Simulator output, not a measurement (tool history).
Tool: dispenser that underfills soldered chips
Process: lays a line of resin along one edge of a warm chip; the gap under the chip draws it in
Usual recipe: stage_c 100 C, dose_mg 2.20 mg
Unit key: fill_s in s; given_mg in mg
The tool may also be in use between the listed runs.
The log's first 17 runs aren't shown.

| run | day | stage_c | dose_mg | fill_s | given_mg |
|---|---|---|---|---|---|
|  | 9.483 | new syringe of resin |
| 18 | 9.571 | 100 | 2.43 | 14.7 | 2.406 |
|  | 9.958 | new syringe of resin |
| 19 | 10.121 | 88 | 2.44 | 25.8 | 2.412 |
|  | 10.479 | new syringe of resin |
| 20 | 10.746 | 103 | 2.28 | 15.2 | 2.246 |
|  | 10.962 | new syringe of resin |
| 21 | 11.233 | 105 | 2.20 | 14.6 | 2.154 |
|  | 11.429 | new syringe of resin |
| 22 | 11.708 | 100 | 2.72 | 16.7 | 2.658 |
|  | 11.908 | new syringe of resin |
| 23 | 12.338 | 100 | 2.72 | 20.5 | 2.648 |
|  | 12.404 | new syringe of resin |
|  | 12.917 | new syringe of resin |
| 24 | 12.946 | 98 | 2.30 | 13.5 | 2.230 |
| 25 | 13.283 | 105 | 2.36 | 15.1 | 2.277 |
|  | 13.392 | new syringe of resin |
|  | 13.529 | dispensing valve cleaned and set on the balance |
| 26 | 13.788 | 107 | 2.06 | 14.3 | 2.054 |
|  | 13.908 | new syringe of resin |
|  | 14.400 | new syringe of resin |
| 27 | 14.417 | 103 | 2.52 | 11.3 | 2.503 |
|  | 14.871 | new syringe of resin |
| 28 | 15.004 | 110 | 2.44 | 9.7 | 2.412 |
|  | 15.367 | new syringe of resin |
| 29 | 15.396 | 110 | 2.44 | 8.6 | 2.406 |
| 30 | 15.817 | 110 | 2.44 | 14.5 | 2.401 |
|  | 15.896 | new syringe of resin |
|  | 16.412 | new syringe of resin |
| 31 | 16.550 | 110 | 2.44 | 9.6 | 2.390 |
|  | 16.892 | new syringe of resin |
| 32 | 16.900 | 98 | 2.54 | 13.3 | 2.476 |
| 33 | 17.221 | 105 | 2.00 | 14.9 | 1.949 |
|  | 17.396 | new syringe of resin |
| 34 | 17.738 | 105 | 2.00 | 16.1 | 1.938 |
|  | 17.883 | new syringe of resin |
|  | 18.046 | dispensing valve cleaned and set on the balance |
| 35 | 18.271 | 87 | 2.39 | 33.3 | 2.389 |

Consider 3 possible next runs. They are alternatives, not a sequence: every one starts from the tool as it was left by run 35. What does each give?
|  | 18.408 | new syringe of resin |
| A | 18.838 | 91 | 2.58 | ? | ? |
|  | 18.408 | new syringe of resin |
| B | 18.838 | 86 | 2.39 | ? | ? |
|  | 18.408 | new syringe of resin |
| C | 18.838 | 105 | 2.11 | ? | ? |

| run | fill_s | given_mg |
|---|---|---|
| A | 29.9 | 2.573 |
| B | 38.0 | 2.380 |
| C | 17.1 | 2.103 |
What these runs would have given with no unlogged condition in the tool:
| run | fill_s | given_mg |
|---|---|---|
| A | 22.0 | 2.584 |
| B | 28.3 | 2.390 |
| C | 12.4 | 2.113 |

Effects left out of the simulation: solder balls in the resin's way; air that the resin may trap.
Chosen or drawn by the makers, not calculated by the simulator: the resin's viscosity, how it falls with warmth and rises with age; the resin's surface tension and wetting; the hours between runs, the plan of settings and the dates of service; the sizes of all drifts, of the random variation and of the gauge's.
